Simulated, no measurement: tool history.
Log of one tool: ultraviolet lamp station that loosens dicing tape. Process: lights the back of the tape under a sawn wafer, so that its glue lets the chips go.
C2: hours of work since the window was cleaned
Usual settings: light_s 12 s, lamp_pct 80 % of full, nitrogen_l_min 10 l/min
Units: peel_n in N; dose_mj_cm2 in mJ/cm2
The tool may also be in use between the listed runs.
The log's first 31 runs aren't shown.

Run 32, hour 607.8: usual settings but light_s 6 s; hours of work of the lamp 584; C2 456. Result: peel_n 1.779 N, dose_mj_cm2 282 mJ/cm2.
Run 33, hour 626.1: usual settings but light_s 22 s, lamp_pct 98 % of full; hours of work of the lamp 595; C2 467. Result: peel_n 0.081 N, dose_mj_cm2 1242 mJ/cm2.
Run 34, hour 643.2: usual settings but light_s 9 s, lamp_pct 84 % of full; hours of work of the lamp 605; C2 477. Result: peel_n 0.709 N, dose_mj_cm2 431 mJ/cm2.
Run 35, hour 672.7: usual settings but light_s 9 s, lamp_pct 72 % of full, nitrogen_l_min 13 l/min; hours of work of the lamp 622; C2 494. Result: peel_n 0.878 N, dose_mj_cm2 378 mJ/cm2.
Run 36, hour 693.7: usual settings but light_s 18 s, lamp_pct 82 % of full, nitrogen_l_min 14 l/min; hours of work of the lamp 635; C2 507. Result: peel_n 0.125 N, dose_mj_cm2 862 mJ/cm2.
At hour 702.6: window cleaned of glue's vapour.
Run 37, hour 723: usual settings but lamp_pct 96 % of full; hours of work of the lamp 652; C2 12. Result: peel_n 0.241 N, dose_mj_cm2 667 mJ/cm2.
Run 38, hour 754.3: usual settings but lamp_pct 96 % of full; hours of work of the lamp 671; C2 31. Result: peel_n 0.237 N, dose_mj_cm2 677 mJ/cm2.
Run 39, hour 784.3: usual settings but light_s 8 s, lamp_pct 74 % of full, nitrogen_l_min 9 l/min; hours of work of the lamp 689; C2 49. Result: peel_n 1.251 N, dose_mj_cm2 344 mJ/cm2.
Run 40, hour 800.4: usual settings but light_s 8 s, nitrogen_l_min 16 l/min; hours of work of the lamp 698; C2 58. Result: peel_n 0.785 N, dose_mj_cm2 375 mJ/cm2.
Run 41, hour 822.5: usual settings but light_s 8 s, nitrogen_l_min 16 l/min; hours of work of the lamp 711; C2 71. Result: peel_n 0.81 N, dose_mj_cm2 369 mJ/cm2.
Run 42, hour 850.7: usual settings but light_s 8 s, lamp_pct 72 % of full, nitrogen_l_min 16 l/min; hours of work of the lamp 728; C2 88. Result: peel_n 0.994 N, dose_mj_cm2 336 mJ/cm2.
Run 43, hour 879.2: usual settings but light_s 8 s, lamp_pct 72 % of full, nitrogen_l_min 16 l/min; hours of work of the lamp 745; C2 105. Result: peel_n 1.007 N, dose_mj_cm2 335 mJ/cm2.

Forecast each of these 3 alternatives for the next run:
Run A, hour 903.7: usual settings but light_s 20 s, lamp_pct 70 % of full; hours of work of the lamp 760; C2 120. Result: peel_n ?, dose_mj_cm2 ?.
Run B, hour 903.7: usual settings but light_s 8 s, lamp_pct 72 % of full, nitrogen_l_min 11 l/min; hours of work of the lamp 760; C2 120. Result: peel_n ?, dose_mj_cm2 ?.
Run C, hour 903.7: usual settings but light_s 8 s, nitrogen_l_min 16 l/min; hours of work of the lamp 760; C2 120. Result: peel_n ?, dose_mj_cm2 ?.

run  peel_n  dose_mj_cm2
  A   0.146          812
  B   1.215          338
  C   0.782          366
Without the tool's hidden state the same runs would have given:
run  peel_n  dose_mj_cm2
  A   0.146          813
  B   1.212          338
  C    0.78          367

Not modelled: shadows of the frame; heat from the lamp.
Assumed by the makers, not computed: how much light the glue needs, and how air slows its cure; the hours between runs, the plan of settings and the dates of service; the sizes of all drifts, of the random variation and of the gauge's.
